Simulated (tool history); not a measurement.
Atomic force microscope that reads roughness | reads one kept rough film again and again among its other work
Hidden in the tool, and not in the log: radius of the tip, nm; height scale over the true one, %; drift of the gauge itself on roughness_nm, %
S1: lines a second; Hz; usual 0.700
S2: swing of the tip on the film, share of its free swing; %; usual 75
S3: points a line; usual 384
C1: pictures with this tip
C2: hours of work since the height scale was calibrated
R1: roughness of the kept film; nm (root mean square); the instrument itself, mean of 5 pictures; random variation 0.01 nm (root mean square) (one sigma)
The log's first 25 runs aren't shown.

run,day,S1,S2,S3,C1,C2,R1
26,17.350,0.700,58,408,60,305,2.437
# day 17.529: new tip fitted
27,18.296,0.700,58,408,43,320,2.444
# day 18.788: new tip fitted
28,19.283,0.571,79,268,28,336,2.346
29,19.771,2.448,65,384,55,343,2.317
# day 20.029: new tip fitted
30,20.529,1.895,74,639,28,355,2.298
# day 21.312: new tip fitted
31,21.392,1.086,75,925,4,369,2.372
32,21.842,0.970,55,733,30,376,2.470
33,22.338,3.654,83,720,58,384,1.897
# day 22.571: new tip fitted
34,23.021,1.161,75,550,25,395,2.343
# day 23.838: new tip fitted
35,23.838,1.161,75,550,0,408,2.374

Forecast each of these 5 alternatives for the next run:
A,24.496,1.918,75,958,38,418,?
B,24.496,2.643,79,550,38,418,?
C,24.496,1.161,66,550,38,418,?
D,24.496,1.161,78,896,38,418,?
E,24.496,1.266,75,411,38,418,?

run,R1
A,2.271
B,2.112
C,2.420
D,2.344
E,2.315
Without the tool's hidden state the same runs would have given:
run,R1
A,2.276
B,2.117
C,2.426
D,2.350
E,2.320
